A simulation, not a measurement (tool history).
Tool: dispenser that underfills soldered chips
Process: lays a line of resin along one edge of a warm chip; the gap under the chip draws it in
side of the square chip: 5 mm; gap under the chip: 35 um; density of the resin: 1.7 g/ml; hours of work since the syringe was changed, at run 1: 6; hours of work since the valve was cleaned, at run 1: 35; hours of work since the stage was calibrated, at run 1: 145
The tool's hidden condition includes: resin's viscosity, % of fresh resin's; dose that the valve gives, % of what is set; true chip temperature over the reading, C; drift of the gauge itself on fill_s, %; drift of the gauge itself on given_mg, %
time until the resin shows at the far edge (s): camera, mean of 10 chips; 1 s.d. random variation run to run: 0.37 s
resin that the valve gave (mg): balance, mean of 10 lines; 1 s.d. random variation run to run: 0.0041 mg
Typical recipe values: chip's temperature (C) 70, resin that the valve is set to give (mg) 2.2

| run | hour | chip's temperature (C) | resin that the valve is set to give (mg) | hours of work since the syringe was changed | hours of work since the valve was cleaned | hours of work since the stage was calibrated | time until the resin shows at the far edge (s) | resin that the valve gave (mg) |
|---|---|---|---|---|---|---|---|---|
| 1 | 0 | 70 | 2.2 | 6 | 35 | 145 | 28 | 2.17 |
|  | 6.5 | new syringe of resin |
| 2 | 8.1 | 70 | 2.2 | 1 | 41 | 151 | 22.9 | 2.166 |
| 3 | 12.1 | 70 | 2.2 | 4 | 44 | 154 | 26.6 | 2.16 |
| 4 | 17.9 | 70 | 2.2 | 9 | 49 | 158 | 33.6 | 2.156 |
|  | 21.3 | new syringe of resin |
| 5 | 22.7 | 70 | 2.74 | 1 | 52 | 162 | 21.4 | 2.682 |
| 6 | 30.5 | 70 | 2.26 | 7 | 58 | 168 | 29.4 | 2.202 |
|  | 35.8 | new syringe of resin |
| 7 | 37.4 | 70 | 2.26 | 1 | 63 | 173 | 22.2 | 2.204 |
| 8 | 42.8 | 70 | 2.26 | 5 | 67 | 177 | 28 | 2.197 |
| 9 | 47.5 | 70 | 2.39 | 9 | 71 | 180 | 32.7 | 2.329 |
|  | 50.4 | new syringe of resin |
| 10 | 51.9 | 70 | 2.39 | 1 | 74 | 183 | 22.5 | 2.328 |
| 11 | 57.2 | 70 | 2.39 | 5 | 78 | 188 | 26.4 | 2.315 |
|  | 61.2 | dispensing valve cleaned and set on the balance |
| 12 | 63.6 | 70 | 2.2 | 9 | 2 | 192 | 33.8 | 2.198 |
|  | 65.7 | new syringe of resin |
| 13 | 71.3 | 70 | 2.2 | 4 | 8 | 197 | 25.2 | 2.201 |
| 14 | 78 | 70 | 2.2 | 9 | 13 | 202 | 33.1 | 2.187 |
|  | 80 | new syringe of resin |
| 15 | 84.4 | 63 | 2.2 | 3 | 17 | 207 | 32.1 | 2.186 |
| 16 | 90.3 | 63 | 2.2 | 8 | 22 | 212 | 41.1 | 2.179 |
|  | 94.6 | new syringe of resin |
| 17 | 94.6 | 63 | 2.2 | 0 | 25 | 215 | 28 | 2.174 |
| 18 | 99.6 | 70 | 2.2 | 4 | 29 | 219 | 25.8 | 2.179 |
| 19 | 106.3 | 70 | 2.2 | 9 | 34 | 224 | 32.6 | 2.171 |
|  | 109.6 | new syringe of resin |
| 20 | 114.8 | 56 | 2.33 | 4 | 40 | 230 | 42.2 | 2.297 |
| 21 | 121.3 | 58 | 1.97 | 9 | 45 | 235 | 52 | 1.932 |
|  | 124.1 | new syringe of resin |
| 22 | 129.2 | 83 | 2.74 | 4 | 51 | 241 | 16.6 | 2.688 |
| 23 | 137.9 | 66 | 2.2 | 11 | 57 | 247 | 40.7 | 2.149 |
|  | 138.7 | new syringe of resin |
| 24 | 147.7 | 66 | 2.2 | 7 | 65 | 255 | 34.6 | 2.145 |
| 25 | 151.6 | 70 | 2.82 | 10 | 68 | 258 | 34.2 | 2.751 |
|  | 153.8 | new syringe of resin |
| 26 | 159.3 | 70 | 2.82 | 4 | 73 | 263 | 24.9 | 2.738 |
| 27 | 165 | 85 | 2.3 | 9 | 78 | 268 | 19.3 | 2.241 |
|  | 169 | new syringe of resin |
|  | 170 | dispensing valve cleaned and set on the balance |
| 28 | 172.7 | 65 | 2.9 | 2 | 2 | 272 | 26.4 | 2.888 |
| 29 | 179.1 | 71 | 2.5 | 7 | 7 | 277 | 27.4 | 2.493 |
|  | 184.4 | new syringe of resin |
| 30 | 184.4 | 56 | 2.28 | 0 | 11 | 281 | 35.1 | 2.274 |
| 31 | 191.7 | 85 | 2.77 | 6 | 16 | 287 | 16 | 2.753 |
| 32 | 195.7 | 58 | 2.14 | 9 | 19 | 290 | 50.9 | 2.125 |
|  | 199.1 | new syringe of resin |
| 33 | 204.8 | 58 | 2.14 | 4 | 26 | 297 | 40.2 | 2.122 |
| 34 | 212 | 61 | 2.35 | 10 | 32 | 302 | 47.1 | 2.325 |
|  | 213.9 | new syringe of resin |
| 35 | 221.5 | 62 | 2.36 | 6 | 39 | 309 | 36.9 | 2.335 |

How would selected steps in time until the resin shows at the far edge (s) from run to run divide? Give the signed amount a tool lacking its hidden state would still show from settings, what came in and random variation, and the signed amount left for the hidden state, including any gauge scatter that is not in both of the compared results.
Run 16 -> 17: new syringe of resin. time until the resin shows at the far edge (s) -13.1: hidden state -13.6, all else +0.5.
Run 21 -> 22: chip's temperature (C) 58 -> 83, resin that the valve is set to give (mg) 1.97 -> 2.74, new syringe of resin. time until the resin shows at the far edge (s) -35.4: hidden state -14.6, all else -20.8.
Run 22 -> 23: chip's temperature (C) 83 -> 66, resin that the valve is set to give (mg) 2.74 -> 2.2. time until the resin shows at the far edge (s) +24.1: hidden state +13.2, all else +10.9.
Run 31 -> 32: chip's temperature (C) 85 -> 58, resin that the valve is set to give (mg) 2.77 -> 2.14. time until the resin shows at the far edge (s) +34.9: hidden state +12.8, all else +22.1.
